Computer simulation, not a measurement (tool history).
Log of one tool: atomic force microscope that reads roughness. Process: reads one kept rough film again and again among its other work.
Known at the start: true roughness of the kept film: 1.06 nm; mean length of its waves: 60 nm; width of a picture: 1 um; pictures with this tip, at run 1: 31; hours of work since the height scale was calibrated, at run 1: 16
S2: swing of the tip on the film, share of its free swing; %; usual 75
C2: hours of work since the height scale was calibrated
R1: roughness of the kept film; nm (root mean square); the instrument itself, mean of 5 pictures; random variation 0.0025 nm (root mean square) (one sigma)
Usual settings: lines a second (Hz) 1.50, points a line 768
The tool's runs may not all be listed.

{"run": 1, "day": 0.0, "lines a second (Hz)": 1.5, "S2": 75, "points a line": 768, "pictures with this tip": 31, "C2": 16, "R1": 0.926}
{"run": 2, "day": 0.575, "lines a second (Hz)": 1.5, "S2": 75, "points a line": 768, "pictures with this tip": 60, "C2": 27, "R1": 0.927}
{"run": 3, "day": 0.971, "lines a second (Hz)": 1.5, "S2": 75, "points a line": 768, "pictures with this tip": 80, "C2": 35, "R1": 0.929}
{"day": 1.3, "done": "new tip fitted"}
{"run": 4, "day": 1.542, "lines a second (Hz)": 1.5, "S2": 88, "points a line": 768, "pictures with this tip": 12, "C2": 45, "R1": 0.841}
{"run": 5, "day": 2.154, "lines a second (Hz)": 1.5, "S2": 88, "points a line": 768, "pictures with this tip": 43, "C2": 57, "R1": 0.835}
{"run": 6, "day": 2.717, "lines a second (Hz)": 0.75, "S2": 75, "points a line": 768, "pictures with this tip": 72, "C2": 68, "R1": 0.986}
{"day": 3.192, "done": "new tip fitted"}
{"run": 7, "day": 3.358, "lines a second (Hz)": 0.75, "S2": 75, "points a line": 768, "pictures with this tip": 8, "C2": 79, "R1": 0.985}
{"run": 8, "day": 4.029, "lines a second (Hz)": 0.75, "S2": 75, "points a line": 768, "pictures with this tip": 42, "C2": 92, "R1": 0.985}
{"run": 9, "day": 4.588, "lines a second (Hz)": 1.5, "S2": 75, "points a line": 768, "pictures with this tip": 70, "C2": 103, "R1": 0.925}
{"day": 5.121, "done": "new tip fitted"}
{"run": 10, "day": 5.121, "lines a second (Hz)": 1.5, "S2": 75, "points a line": 768, "pictures with this tip": 0, "C2": 113, "R1": 0.928}
{"run": 11, "day": 5.762, "lines a second (Hz)": 1.5, "S2": 60, "points a line": 340, "pictures with this tip": 33, "C2": 125, "R1": 0.995}
{"run": 12, "day": 6.462, "lines a second (Hz)": 1.66, "S2": 63, "points a line": 768, "pictures with this tip": 68, "C2": 138, "R1": 0.977}
{"run": 13, "day": 6.971, "lines a second (Hz)": 1.66, "S2": 63, "points a line": 768, "pictures with this tip": 94, "C2": 148, "R1": 0.975}
{"day": 7.038, "done": "new tip fitted"}
{"run": 14, "day": 7.421, "lines a second (Hz)": 1.5, "S2": 67, "points a line": 381, "pictures with this tip": 20, "C2": 156, "R1": 0.967}
{"run": 15, "day": 7.962, "lines a second (Hz)": 1.5, "S2": 67, "points a line": 381, "pictures with this tip": 47, "C2": 167, "R1": 0.963}
{"run": 16, "day": 8.475, "lines a second (Hz)": 1.05, "S2": 58, "points a line": 411, "pictures with this tip": 73, "C2": 177, "R1": 1.017}
{"run": 17, "day": 8.879, "lines a second (Hz)": 1.5, "S2": 75, "points a line": 748, "pictures with this tip": 93, "C2": 184, "R1": 0.928}
{"day": 8.946, "done": "new tip fitted"}
{"run": 18, "day": 9.396, "lines a second (Hz)": 1.45, "S2": 75, "points a line": 899, "pictures with this tip": 23, "C2": 194, "R1": 0.933}
{"run": 19, "day": 9.817, "lines a second (Hz)": 2.78, "S2": 75, "points a line": 439, "pictures with this tip": 44, "C2": 202, "R1": 0.843}
{"run": 20, "day": 10.192, "lines a second (Hz)": 3.31, "S2": 66, "points a line": 771, "pictures with this tip": 63, "C2": 209, "R1": 0.886}

Forecast each of these 5 alternatives for the next run:
{"run": "A", "day": 10.662, "lines a second (Hz)": 2.14, "S2": 63, "points a line": 626, "pictures with this tip": 87, "C2": 218, "R1": "?"}
{"run": "B", "day": 10.662, "lines a second (Hz)": 0.55, "S2": 66, "points a line": 610, "pictures with this tip": 87, "C2": 218, "R1": "?"}
{"run": "C", "day": 10.662, "lines a second (Hz)": 2.14, "S2": 85, "points a line": 820, "pictures with this tip": 87, "C2": 218, "R1": "?"}
{"run": "D", "day": 10.662, "lines a second (Hz)": 0.55, "S2": 69, "points a line": 262, "pictures with this tip": 87, "C2": 218, "R1": "?"}
{"run": "E", "day": 10.662, "lines a second (Hz)": 1.7, "S2": 61, "points a line": 563, "pictures with this tip": 87, "C2": 218, "R1": "?"}

run=A R1=0.957
run=B R1=1.022
run=C R1=0.800
run=D R1=1.013
run=E R1=0.980
Without the tool's hidden state the same runs would have given:
run=A R1=0.959
run=B R1=1.023
run=C R1=0.801
run=D R1=1.015
run=E R1=0.982
